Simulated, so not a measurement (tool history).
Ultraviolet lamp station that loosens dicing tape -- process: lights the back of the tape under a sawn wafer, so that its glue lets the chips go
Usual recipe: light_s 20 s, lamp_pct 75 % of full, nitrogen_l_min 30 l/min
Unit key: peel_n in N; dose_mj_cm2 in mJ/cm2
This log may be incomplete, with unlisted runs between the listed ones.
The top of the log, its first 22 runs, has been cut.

| run | day | light_s | lamp_pct | nitrogen_l_min | hours of work of the lamp | hours of work since the window was cleaned | peel_n | dose_mj_cm2 |
|---|---|---|---|---|---|---|---|---|
| 23 | 7.667 | 36 | 75 | 11 | 445 | 37 | 0.572 | 706 |
| 24 | 7.892 | 16 | 67 | 30 | 450 | 42 | 1.209 | 283 |
| 25 | 8.388 | 16 | 67 | 30 | 459 | 51 | 1.272 | 277 |
| 26 | 8.708 | 11 | 67 | 32 | 465 | 57 | 1.747 | 187 |
| 27 | 8.992 | 31 | 75 | 25 | 471 | 62 | 0.489 | 601 |
| 28 | 9.492 | 18 | 77 | 9 | 480 | 72 | 1.473 | 355 |
| 29 | 9.858 | 33 | 86 | 9 | 487 | 79 | 0.607 | 711 |
| 30 | 10.346 | 20 | 98 | 16 | 496 | 88 | 0.803 | 487 |
| 31 | 10.800 | 20 | 98 | 16 | 505 | 97 | 0.807 | 488 |
| 32 | 11.021 | 20 | 82 | 47 | 509 | 101 | 0.645 | 408 |
| 33 | 11.271 | 37 | 84 | 30 | 514 | 106 | 0.301 | 767 |
| 34 | 11.596 | 21 | 84 | 30 | 520 | 112 | 0.726 | 428 |
| 35 | 11.950 | 21 | 84 | 30 | 527 | 118 | 0.729 | 429 |
| 36 | 12.475 | 20 | 97 | 51 | 536 | 128 | 0.529 | 469 |
| 37 | 12.829 | 20 | 97 | 51 | 543 | 135 | 0.538 | 465 |
| 38 | 13.238 | 15 | 85 | 53 | 551 | 143 | 0.966 | 300 |
| 39 | 13.567 | 15 | 85 | 53 | 557 | 149 | 0.955 | 300 |
| 40 | 13.900 | 20 | 75 | 25 | 563 | 155 | 1.021 | 351 |
| 41 | 14.171 | 14 | 73 | 30 | 569 | 160 | 1.401 | 240 |

Below are 3 alternative next runs, each starting from the tool's condition after run 41. Predict each:
| A | 14.625 | 36 | 67 | 30 | 577 | 169 | ? | ? |
| B | 14.625 | 23 | 78 | 52 | 577 | 169 | ? | ? |
| C | 14.625 | 37 | 86 | 36 | 577 | 169 | ? | ? |

| run | peel_n | dose_mj_cm2 |
|---|---|---|
| A | 0.511 | 550 |
| B | 0.623 | 411 |
| C | 0.292 | 728 |
The same runs, with their run-to-run variation unchanged, on a tool lacking any hidden condition would have given:
| run | peel_n | dose_mj_cm2 |
|---|---|---|
| A | 0.282 | 808 |
| B | 0.342 | 603 |
| C | 0.194 | 1068 |

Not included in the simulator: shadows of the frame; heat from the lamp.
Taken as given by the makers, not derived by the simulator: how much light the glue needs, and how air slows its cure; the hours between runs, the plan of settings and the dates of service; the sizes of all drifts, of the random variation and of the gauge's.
